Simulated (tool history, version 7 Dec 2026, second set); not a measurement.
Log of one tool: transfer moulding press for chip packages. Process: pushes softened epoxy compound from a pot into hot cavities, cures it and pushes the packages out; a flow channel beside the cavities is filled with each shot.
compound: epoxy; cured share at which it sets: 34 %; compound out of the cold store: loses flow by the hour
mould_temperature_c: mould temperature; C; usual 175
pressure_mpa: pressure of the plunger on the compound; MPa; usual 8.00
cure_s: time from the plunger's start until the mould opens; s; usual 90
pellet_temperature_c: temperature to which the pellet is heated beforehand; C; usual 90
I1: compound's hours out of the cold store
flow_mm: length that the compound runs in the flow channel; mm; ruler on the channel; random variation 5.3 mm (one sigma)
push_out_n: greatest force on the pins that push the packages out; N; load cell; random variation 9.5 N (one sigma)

run 1 hour=0.0 | mould_temperature_c=175 pressure_mpa=8.00 cure_s=90 pellet_temperature_c=90 | I1=29.0 | flow_mm=506 push_out_n=809
run 2 hour=10.0 | mould_temperature_c=175 pressure_mpa=8.00 cure_s=90 pellet_temperature_c=90 | I1=37.3 | flow_mm=490 push_out_n=795
-- hour=13.1 cavities cleaned with cleaning compound and waxed
run 3 hour=20.8 | mould_temperature_c=175 pressure_mpa=8.00 cure_s=90 pellet_temperature_c=90 | I1=30.5 | flow_mm=501 push_out_n=503
run 4 hour=33.1 | mould_temperature_c=175 pressure_mpa=8.00 cure_s=90 pellet_temperature_c=90 | I1=40.6 | flow_mm=479 push_out_n=602
run 5 hour=51.3 | mould_temperature_c=175 pressure_mpa=8.00 cure_s=80 pellet_temperature_c=90 | I1=19.9 | flow_mm=513 push_out_n=956
-- hour=59.4 plunger's sealing rings changed
run 6 hour=68.0 | mould_temperature_c=175 pressure_mpa=8.00 cure_s=80 pellet_temperature_c=83 | I1=16.9 | flow_mm=562 push_out_n=1055
-- hour=86.6 cavities cleaned with cleaning compound and waxed
run 7 hour=89.8 | mould_temperature_c=175 pressure_mpa=8.00 cure_s=80 pellet_temperature_c=83 | I1=25.1 | flow_mm=535 push_out_n=621
run 8 hour=103.2 | mould_temperature_c=175 pressure_mpa=8.00 cure_s=90 pellet_temperature_c=90 | I1=16.0 | flow_mm=557 push_out_n=594
run 9 hour=114.1 | mould_temperature_c=175 pressure_mpa=8.00 cure_s=90 pellet_temperature_c=90 | I1=45.0 | flow_mm=498 push_out_n=639
run 10 hour=135.0 | mould_temperature_c=175 pressure_mpa=8.00 cure_s=90 pellet_temperature_c=90 | I1=19.0 | flow_mm=550 push_out_n=748
run 11 hour=152.6 | mould_temperature_c=175 pressure_mpa=8.00 cure_s=90 pellet_temperature_c=90 | I1=31.5 | flow_mm=521 push_out_n=809
-- hour=157.5 cavities cleaned with cleaning compound and waxed
run 12 hour=176.9 | mould_temperature_c=175 pressure_mpa=8.00 cure_s=90 pellet_temperature_c=90 | I1=14.0 | flow_mm=556 push_out_n=638
run 13 hour=197.0 | mould_temperature_c=175 pressure_mpa=8.00 cure_s=79 pellet_temperature_c=90 | I1=32.6 | flow_mm=508 push_out_n=960
run 14 hour=212.7 | mould_temperature_c=175 pressure_mpa=8.00 cure_s=79 pellet_temperature_c=90 | I1=32.2 | flow_mm=516 push_out_n=1023
-- hour=228.1 cavities cleaned with cleaning compound and waxed
run 15 hour=235.7 | mould_temperature_c=175 pressure_mpa=8.00 cure_s=79 pellet_temperature_c=90 | I1=37.5 | flow_mm=504 push_out_n=689
run 16 hour=255.5 | mould_temperature_c=175 pressure_mpa=8.00 cure_s=79 pellet_temperature_c=90 | I1=43.5 | flow_mm=493 push_out_n=862
run 17 hour=277.8 | mould_temperature_c=175 pressure_mpa=8.00 cure_s=79 pellet_temperature_c=90 | I1=22.5 | flow_mm=529 push_out_n=1016
run 18 hour=294.0 | mould_temperature_c=175 pressure_mpa=8.00 cure_s=79 pellet_temperature_c=90 | I1=25.6 | flow_mm=521 push_out_n=1095
-- hour=298.7 cavities cleaned with cleaning compound and waxed
run 19 hour=312.2 | mould_temperature_c=175 pressure_mpa=8.00 cure_s=79 pellet_temperature_c=90 | I1=31.8 | flow_mm=503 push_out_n=757
run 20 hour=324.4 | mould_temperature_c=175 pressure_mpa=8.00 cure_s=79 pellet_temperature_c=90 | I1=44.5 | flow_mm=490 push_out_n=824
run 21 hour=335.0 | mould_temperature_c=175 pressure_mpa=8.00 cure_s=101 pellet_temperature_c=90 | I1=28.3 | flow_mm=512 push_out_n=571
run 22 hour=348.2 | mould_temperature_c=175 pressure_mpa=8.00 cure_s=101 pellet_temperature_c=90 | I1=11.2 | flow_mm=543 push_out_n=677
-- hour=369.5 cavities cleaned with cleaning compound and waxed
run 23 hour=370.5 | mould_temperature_c=175 pressure_mpa=8.00 cure_s=101 pellet_temperature_c=90 | I1=23.9 | flow_mm=514 push_out_n=386
run 24 hour=384.6 | mould_temperature_c=175 pressure_mpa=8.00 cure_s=101 pellet_temperature_c=90 | I1=44.4 | flow_mm=484 push_out_n=475
run 25 hour=394.3 | mould_temperature_c=182 pressure_mpa=8.00 cure_s=101 pellet_temperature_c=90 | I1=21.2 | flow_mm=511 push_out_n=469
run 26 hour=404.3 | mould_temperature_c=182 pressure_mpa=8.00 cure_s=98 pellet_temperature_c=92 | I1=19.8 | flow_mm=508 push_out_n=522
run 27 hour=417.5 | mould_temperature_c=175 pressure_mpa=8.00 cure_s=90 pellet_temperature_c=87 | I1=14.8 | flow_mm=537 push_out_n=793
run 28 hour=427.4 | mould_temperature_c=175 pressure_mpa=8.00 cure_s=90 pellet_temperature_c=87 | I1=28.6 | flow_mm=505 push_out_n=817
-- hour=439.5 plunger's sealing rings changed
-- hour=442.3 cavities cleaned with cleaning compound and waxed
run 29 hour=451.3 | mould_temperature_c=181 pressure_mpa=6.22 cure_s=109 pellet_temperature_c=89 | I1=9.8 | flow_mm=504 push_out_n=381

3 ways to go on from here, each from the tool as it stands after run 29. What would each give?
run A hour=466.6 | mould_temperature_c=171 pressure_mpa=6.22 cure_s=81 pellet_temperature_c=89 | I1=13.1 | flow_mm=? push_out_n=?
run B hour=466.6 | mould_temperature_c=171 pressure_mpa=8.71 cure_s=90 pellet_temperature_c=94 | I1=29.9 | flow_mm=? push_out_n=?
run C hour=466.6 | mould_temperature_c=175 pressure_mpa=8.00 cure_s=76 pellet_temperature_c=90 | I1=13.8 | flow_mm=? push_out_n=?

run=A flow_mm=510 push_out_n=1123
run=B flow_mm=556 push_out_n=837
run=C flow_mm=571 push_out_n=1062
Without the tool's hidden state the same runs would have given:
run=A flow_mm=511 push_out_n=716
run=B flow_mm=557 push_out_n=537
run=C flow_mm=572 push_out_n=681

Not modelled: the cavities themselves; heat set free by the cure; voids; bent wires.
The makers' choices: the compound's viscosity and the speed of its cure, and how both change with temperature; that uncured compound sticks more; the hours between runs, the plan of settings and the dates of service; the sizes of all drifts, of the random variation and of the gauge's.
